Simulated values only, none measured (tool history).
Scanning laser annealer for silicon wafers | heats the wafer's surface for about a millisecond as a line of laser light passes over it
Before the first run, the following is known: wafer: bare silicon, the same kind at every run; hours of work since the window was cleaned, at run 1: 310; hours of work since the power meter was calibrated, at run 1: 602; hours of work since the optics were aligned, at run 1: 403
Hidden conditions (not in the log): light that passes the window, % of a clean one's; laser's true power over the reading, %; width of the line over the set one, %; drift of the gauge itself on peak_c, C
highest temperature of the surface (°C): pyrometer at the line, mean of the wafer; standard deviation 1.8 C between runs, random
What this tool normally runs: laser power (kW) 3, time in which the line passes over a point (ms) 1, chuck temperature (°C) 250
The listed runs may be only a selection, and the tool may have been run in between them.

run,day,laser power (kW),time in which the line passes over a point (ms),chuck temperature (°C),hours of work since the window was cleaned,hours of work since the power meter was calibrated,hours of work since the optics were aligned,highest temperature of the surface (°C)
1,0,3,1,250,310,602,403,977
2,2.304,3,1.2,250,344,635,437,1058
3,4.225,2.774,1.2,250,372,663,465,997
4,6.742,2.774,1.2,250,408,700,502,991
5,9.588,2.774,1.2,250,450,742,543,991
6,11.704,3,0.96,250,481,772,574,954
7,14.675,3,0.96,250,524,816,617,950
8,18.075,3,0.96,250,574,865,667,946
9,19.733,3,1,289,598,889,691,1004
10,21.712,2.936,1,289,627,918,720,985
11,24.692,2.936,1,289,670,962,763,985
# day 26.883: window over the wafer cleaned
12,27.812,3.186,1,250,14,1006,808,1040
# day 28.9: optics aligned, line set to its width
13,30.908,3.186,1,250,56,1048,29,1050
14,33.2,3,1,260,89,1081,63,1010
15,36.104,3,1,250,131,1124,105,999
16,39.383,3,1,250,179,1172,153,992
17,40.892,3,1,250,201,1194,175,994
18,42.346,3,1,250,222,1215,196,990
19,44.188,3,0.96,250,249,1242,223,972
20,45.654,3,0.96,250,271,1263,244,972
21,48.45,3,0.96,250,311,1304,285,969
22,51.146,2.554,1,287,351,1343,324,913
23,53.7,3,0.77,219,388,1380,362,849
24,55.7,3,1.04,219,417,1409,391,964
25,57.921,3.042,1.04,219,449,1442,423,976
26,59.667,3.042,1.04,219,475,1467,448,971
27,63.138,3.042,1.04,219,525,1518,499,970
28,64.696,2.739,0.7,259,548,1541,522,798
29,66.942,2.895,1,287,581,1573,555,981
30,70.3,2.895,1,287,630,1622,603,978
31,72.338,2.86,1,250,659,1652,633,929
32,73.925,2.86,1,250,683,1675,656,931
# day 75.171: window over the wafer cleaned
33,76.283,2.632,1,266,16,1708,689,923
34,79.562,2.795,0.76,283,64,1756,737,877
35,81.025,2.795,0.87,283,85,1777,759,920
36,84.217,2.795,0.87,283,132,1824,805,915
# day 85.621: optics aligned, line set to its width
37,86.117,3,0.77,250,156,1848,7,895
38,89.508,3,0.77,250,206,1898,57,893
39,91.796,3,1.02,215,239,1931,90,966
40,94.292,3,1.02,215,276,1968,126,962
41,97.471,3,0.71,227,322,2014,173,831

Consider 3 possible next runs. They are alternatives, not a sequence: every one starts from the tool as it was left by run 41. What does each give?
A,99.967,3.237,1.11,241,358,2050,209,?
B,99.967,3.285,0.71,221,358,2050,209,?
C,99.967,3,0.71,213,358,2050,209,?

run,highest temperature of the surface (°C)
A,1084
B,883
C,818
Take away the tool's hidden state, keep each run's random variation, and the runs would have read:
run,highest temperature of the surface (°C)
A,1103
B,897
C,831

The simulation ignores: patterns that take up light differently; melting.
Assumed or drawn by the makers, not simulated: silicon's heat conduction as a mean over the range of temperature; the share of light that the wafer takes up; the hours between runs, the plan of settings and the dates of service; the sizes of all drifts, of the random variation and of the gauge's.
